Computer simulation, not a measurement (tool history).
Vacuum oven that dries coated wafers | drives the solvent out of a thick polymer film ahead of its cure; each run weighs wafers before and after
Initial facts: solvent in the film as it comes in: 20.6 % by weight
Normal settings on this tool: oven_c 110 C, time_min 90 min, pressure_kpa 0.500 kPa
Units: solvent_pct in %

{"run": 1, "hour": 0.0, "oven_c": 110, "time_min": 90, "pressure_kpa": 0.5, "solvent_pct": 4.01}
{"run": 2, "hour": 67.5, "oven_c": 110, "time_min": 90, "pressure_kpa": 0.718, "solvent_pct": 4.08}
{"run": 3, "hour": 147.2, "oven_c": 110, "time_min": 90, "pressure_kpa": 0.718, "solvent_pct": 4.13}
{"run": 4, "hour": 211.6, "oven_c": 116, "time_min": 90, "pressure_kpa": 0.5, "solvent_pct": 2.56}
{"run": 5, "hour": 276.3, "oven_c": 116, "time_min": 90, "pressure_kpa": 0.5, "solvent_pct": 2.52}
{"run": 6, "hour": 313.5, "oven_c": 116, "time_min": 90, "pressure_kpa": 0.5, "solvent_pct": 2.57}
{"run": 7, "hour": 351.6, "oven_c": 116, "time_min": 90, "pressure_kpa": 0.5, "solvent_pct": 2.48}
{"run": 8, "hour": 422.5, "oven_c": 110, "time_min": 57, "pressure_kpa": 0.5, "solvent_pct": 6.82}
{"run": 9, "hour": 469.8, "oven_c": 110, "time_min": 57, "pressure_kpa": 0.5, "solvent_pct": 6.57}
{"run": 10, "hour": 512.6, "oven_c": 110, "time_min": 57, "pressure_kpa": 0.5, "solvent_pct": 6.87}
{"run": 11, "hour": 576.1, "oven_c": 109, "time_min": 57, "pressure_kpa": 0.5, "solvent_pct": 7.02}
{"run": 12, "hour": 628.0, "oven_c": 109, "time_min": 57, "pressure_kpa": 0.5, "solvent_pct": 6.98}
{"run": 13, "hour": 705.4, "oven_c": 109, "time_min": 57, "pressure_kpa": 0.5, "solvent_pct": 7.08}
{"hour": 729.5, "done": "vacuum gauge cleaned of residue and calibrated"}
{"run": 14, "hour": 782.5, "oven_c": 109, "time_min": 57, "pressure_kpa": 0.5, "solvent_pct": 7.32}
{"run": 15, "hour": 832.7, "oven_c": 109, "time_min": 57, "pressure_kpa": 0.5, "solvent_pct": 7.05}
{"run": 16, "hour": 877.8, "oven_c": 109, "time_min": 57, "pressure_kpa": 0.5, "solvent_pct": 7.15}
{"run": 17, "hour": 913.1, "oven_c": 95, "time_min": 57, "pressure_kpa": 0.5, "solvent_pct": 11.05}
{"run": 18, "hour": 973.8, "oven_c": 120, "time_min": 90, "pressure_kpa": 0.5, "solvent_pct": 1.75}
{"hour": 1006.7, "done": "oven's thermocouples calibrated"}
{"run": 19, "hour": 1027.5, "oven_c": 120, "time_min": 90, "pressure_kpa": 0.5, "solvent_pct": 1.66}
{"run": 20, "hour": 1077.7, "oven_c": 116, "time_min": 90, "pressure_kpa": 0.5, "solvent_pct": 2.49}
{"run": 21, "hour": 1136.3, "oven_c": 116, "time_min": 90, "pressure_kpa": 0.5, "solvent_pct": 2.48}
{"run": 22, "hour": 1180.3, "oven_c": 116, "time_min": 90, "pressure_kpa": 0.5, "solvent_pct": 2.49}
{"run": 23, "hour": 1243.5, "oven_c": 116, "time_min": 90, "pressure_kpa": 0.5, "solvent_pct": 2.52}
{"run": 24, "hour": 1284.0, "oven_c": 116, "time_min": 90, "pressure_kpa": 0.5, "solvent_pct": 2.54}

What will run 25 give?
{"run": 25, "hour": 1338.2, "oven_c": 110, "time_min": 60, "pressure_kpa": 0.5, "solvent_pct": "?"}

solvent_pct: 6.38 %
On a tool with no hidden condition, and with the same random variation, this run would have come out at solvent_pct 6.37 %.
